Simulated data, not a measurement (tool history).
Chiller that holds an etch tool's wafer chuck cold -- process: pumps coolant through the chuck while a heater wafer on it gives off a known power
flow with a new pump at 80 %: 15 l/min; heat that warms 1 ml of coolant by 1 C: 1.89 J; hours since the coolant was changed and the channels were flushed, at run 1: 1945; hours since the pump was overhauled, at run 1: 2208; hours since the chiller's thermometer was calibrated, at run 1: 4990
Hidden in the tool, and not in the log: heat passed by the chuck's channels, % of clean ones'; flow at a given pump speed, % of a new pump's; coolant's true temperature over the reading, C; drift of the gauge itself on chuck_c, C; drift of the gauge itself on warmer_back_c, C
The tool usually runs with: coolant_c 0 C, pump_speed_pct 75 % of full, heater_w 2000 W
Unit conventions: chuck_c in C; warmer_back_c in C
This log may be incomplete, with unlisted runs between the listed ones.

run    hour  coolant_c  pump_speed_pct  heater_w  hours since the coolant was changed and the channels were flushed  hours since the pump was overhauled  hours since the chiller's thermometer was calibrated  chuck_c  warmer_back_c
  1       0          0              75      2000                                                               1945                                 2208                                                  4990     14.9           4.63
  2   145.6          0              75      2000                                                               2090                                 2354                                                  5135     14.8           4.69
      199.5  -- chiller's thermometer calibrated
  3   257.9          0              75      2000                                                               2202                                 2465                                                    58       15           4.74
  4   480.7          0              75      2000                                                               2424                                 2688                                                   281     15.2           4.74
  5     658          0              75      2000                                                               2602                                 2865                                                   459     15.3           4.71
  6   788.5          0              75      2000                                                               2732                                 2996                                                   589     15.2           4.69
  7   996.1          0              75      2000                                                               2940                                 3203                                                   797     15.3           4.71
  8  1124.4         -6              75      2000                                                               3068                                 3332                                                   925      9.3            4.7
  9  1343.9         -6              75      2000                                                               3288                                 3551                                                  1144      9.5           4.79
 10  1437.1         -6              75      2000                                                               3381                                 3644                                                  1238      9.7           4.67
 11  1657.6         -6              75      1021                                                               3601                                 3865                                                  1458      1.9            2.5
 12  1783.5         -6              75      1021                                                               3727                                 3991                                                  1584        2           2.41
 13  1895.9          1              75      2000                                                               3840                                 4103                                                  1696     16.8           4.78
       1912  -- coolant pump overhauled
 14  2092.7         -2              75      2000                                                               4031                                  181                                                  1888     14.5           4.95
 15  2317.3         -2              75      2000                                                               4256                                  405                                                  2113     14.6           4.98
 16  2420.1         -2              75      2000                                                               4359                                  508                                                  2216     14.7           4.95
 17  2571.8         10              68      1889                                                               4510                                  660                                                  2367     27.6           5.28
     2750.3  -- coolant pump overhauled, once more
 18  2750.3         10              68      1889                                                               4684                                    0                                                  2541     26.4           4.84
 19  2850.3         10              68      1889                                                               4784                                  100                                                  2641     26.4           4.84
 20  3025.1          0              75      2188                                                               4959                                  275                                                  2816     17.3              5
 21  3142.1          0              75      2188                                                               5076                                  392                                                  2933     17.2           5.01
 22  3315.8          0              75      2188                                                               5249                                  565                                                  3106     17.3              5
 23  3435.5         -4              91      2727                                                               5369                                  685                                                  3226     13.6           5.01
 24  3571.4         -4              91      2727                                                               5505                                  821                                                  3362     13.9           5.08
 25  3782.9          0              75      1261                                                               5717                                 1033                                                  3573       10           2.96
 26  4012.5          0              75      1261                                                               5946                                 1262                                                  3803     10.3            2.9
 27  4107.3          0              75      1261                                                               6041                                 1357                                                  3898     10.1           2.94
 28  4238.1          0              99      2000                                                               6172                                 1488                                                  4029     12.2           3.36
 29  4400.8          9              84      2349                                                               6335                                 1650                                                  4191     26.1           4.74
 30  4615.7          2              75      1990                                                               6549                                 1865                                                  4406     18.4            4.7
     4757.9  -- coolant changed, channels flushed
 31  4757.9          2              86      1403                                                                  0                                 2002                                                  4542     10.5           2.82

Predict each of these 3 candidate next runs independently; none follows another, all start after run 31:
  A  4957.4          0              98      2000                                                                199                                 2201                                                  4742        ?              ?
  B  4957.4         -1              94      1079                                                                199                                 2201                                                  4742        ?              ?
  C  4957.4          1              75      1126                                                                199                                 2201                                                  4742        ?              ?

run  chuck_c  warmer_back_c
  A     10.7           3.42
  B      4.9           1.96
  C      8.9           2.61
Had the tool no hidden state, the same runs would have come out as:
run  chuck_c  warmer_back_c
  A     10.6           3.33
  B        5           1.91
  C      8.9           2.54
